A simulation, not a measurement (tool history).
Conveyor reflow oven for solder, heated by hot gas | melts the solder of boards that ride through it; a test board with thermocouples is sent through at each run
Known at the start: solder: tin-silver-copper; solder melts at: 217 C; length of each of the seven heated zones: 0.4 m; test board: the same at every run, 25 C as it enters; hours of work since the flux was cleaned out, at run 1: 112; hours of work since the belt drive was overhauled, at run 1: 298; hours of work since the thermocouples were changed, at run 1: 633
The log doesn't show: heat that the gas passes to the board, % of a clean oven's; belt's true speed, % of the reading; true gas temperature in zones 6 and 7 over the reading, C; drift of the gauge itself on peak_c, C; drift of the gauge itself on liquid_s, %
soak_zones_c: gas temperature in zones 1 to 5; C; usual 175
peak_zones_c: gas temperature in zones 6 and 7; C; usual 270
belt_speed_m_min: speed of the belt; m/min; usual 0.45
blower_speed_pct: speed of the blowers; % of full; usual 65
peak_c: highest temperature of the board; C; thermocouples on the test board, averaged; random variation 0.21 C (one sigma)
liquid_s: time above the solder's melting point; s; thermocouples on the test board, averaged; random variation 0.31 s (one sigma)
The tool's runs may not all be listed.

run	hour	soak_zones_c	peak_zones_c	belt_speed_m_min	blower_speed_pct	hours of work since the flux was cleaned out	hours of work since the belt drive was overhauled	hours of work since the thermocouples were changed	peak_c	liquid_s
1	0	175	270	0.45	65	112	298	633	253.5	81.5
2	15.6	175	270	0.45	65	122	308	643	253.5	81
3	28.6	189	270	0.45	65	130	316	651	255.9	91.3
4	37.7	189	270	0.45	65	136	321	656	256.2	91.4
5	56.9	189	270	0.45	65	147	333	668	256	91.2
6	75.8	168	270	0.45	65	159	345	680	251.7	76.4
7	93.5	168	270	0.45	65	170	355	691	252	76.3
8	102.9	174	270	0.45	52	176	361	696	248.1	72.5
9	113.8	181	280	0.485	70	182	368	703	261.6	84.2
10	128.1	181	280	0.485	70	191	377	712	261.7	84.8
11	137.3	160	280	0.485	70	197	382	718	258	72.3

Hidden state or all else? Some run-to-run changes of peak_c, split into what the settings, what came in and random variation would give without the hidden state, and what is left for the hidden state (with any gauge scatter that isn't in both results):
Run 5 -> 6: soak_zones_c 189 -> 168. peak_c -4.3 C: hidden state -0.2, all else -4.1.
Run 8 -> 9: soak_zones_c 174 -> 181, peak_zones_c 270 -> 280, belt_speed_m_min 0.45 -> 0.485, blower_speed_pct 52 -> 70. peak_c +13.5 C: hidden state -0.2, all else +13.7.
